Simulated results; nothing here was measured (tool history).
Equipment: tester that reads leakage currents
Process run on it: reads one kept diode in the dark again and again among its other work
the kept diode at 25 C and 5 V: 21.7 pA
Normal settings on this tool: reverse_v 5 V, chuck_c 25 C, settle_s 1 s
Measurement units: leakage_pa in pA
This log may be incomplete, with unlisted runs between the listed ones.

Run 1, hour 0: usual settings. Result: leakage_pa 27.38 pA.
Run 2, hour 46.8: usual settings but settle_s 8.91 s. Result: leakage_pa 26.99 pA.
Run 3, hour 68.6: usual settings but settle_s 8.91 s. Result: leakage_pa 27.03 pA.
Run 4, hour 89.7: usual settings but chuck_c 42 C, settle_s 8.91 s. Result: leakage_pa 79.8 pA.
Run 5, hour 135.4: usual settings but reverse_v 4.86 V. Result: leakage_pa 27.48 pA.
Run 6, hour 155.5: usual settings but reverse_v 4.86 V, chuck_c 22 C. Result: leakage_pa 23.1 pA.
Run 7, hour 197.1: usual settings but reverse_v 4.86 V, chuck_c 22 C. Result: leakage_pa 23.22 pA.
Run 8, hour 236.6: usual settings but reverse_v 4.86 V, chuck_c 22 C. Result: leakage_pa 23.41 pA.
Run 9, hour 276.3: usual settings but reverse_v 4.86 V, chuck_c 22 C. Result: leakage_pa 23.59 pA.
Run 10, hour 324: usual settings but reverse_v 4.86 V, chuck_c 22 C. Result: leakage_pa 23.6 pA.
Run 11, hour 349.3: usual settings but settle_s 4.24 s. Result: leakage_pa 27.97 pA.
Run 12, hour 394: usual settings but settle_s 4.24 s. Result: leakage_pa 28.34 pA.
Run 13, hour 418.2: usual settings but reverse_v 4.22 V, chuck_c 45 C, settle_s 4.24 s. Result: leakage_pa 91.6 pA.
Run 14, hour 446: usual settings but reverse_v 1.52 V, settle_s 0.39 s. Result: leakage_pa 16.8 pA.
Run 15, hour 485.8: usual settings but chuck_c 27 C, settle_s 0.48 s. Result: leakage_pa 33.57 pA.
Run 16, hour 513.3: usual settings but reverse_v 11.2 V, chuck_c 44 C, settle_s 1.31 s. Result: leakage_pa 130.01 pA.
Run 17, hour 554.9: usual settings but reverse_v 11.2 V, chuck_c 44 C, settle_s 1.31 s. Result: leakage_pa 131.29 pA.
Run 18, hour 577.9: usual settings but reverse_v 11.2 V, chuck_c 44 C, settle_s 1.31 s. Result: leakage_pa 129.81 pA.
Run 19, hour 616.9: usual settings but reverse_v 11.2 V, chuck_c 44 C, settle_s 1.31 s. Result: leakage_pa 131.08 pA.
Run 20, hour 650.5: usual settings but reverse_v 7.67 V, chuck_c 44 C, settle_s 4.9 s. Result: leakage_pa 111.05 pA.
Run 21, hour 682.1: usual settings but reverse_v 7.93 V, chuck_c 30 C, settle_s 4.9 s. Result: leakage_pa 49.23 pA.
Run 22, hour 712.6: usual settings but settle_s 0.79 s. Result: leakage_pa 29.95 pA.
Run 23, hour 744: usual settings but reverse_v 4.6 V, chuck_c 55 C, settle_s 1.92 s. Result: leakage_pa 178.59 pA.
Run 24, hour 776.9: usual settings but reverse_v 4.6 V, chuck_c 55 C, settle_s 1.92 s. Result: leakage_pa 177.86 pA.

Selected run-to-run steps in leakage_pa, each split into two signed amounts: the part the tool would show with no hidden state at all (from settings, incoming material and random variation), and the remainder, which goes to the hidden state together with any gauge scatter not common to the measured and the hidden-state-free results:
Hidden conditions of the tool in this case: stray current of the dirty probe card, pA a volt; current scale over the true one, %; true chuck temperature over the reading, C; drift of the gauge itself on leakage_pa, %.
Run 15 -> 16: reverse_v 5 -> 11.2, chuck_c 27 -> 44, settle_s 0.48 -> 1.31. leakage_pa +96.44 pA: hidden state +8.46, all else +87.98.
Run 19 -> 20: reverse_v 11.2 -> 7.67, settle_s 1.31 -> 4.9. leakage_pa -20.03 pA: hidden state -4.69, all else -15.34.
Run 22 -> 23: reverse_v 5 -> 4.6, chuck_c 25 -> 55, settle_s 0.79 -> 1.92. leakage_pa +148.64 pA: hidden state +0.41, all else +148.23.
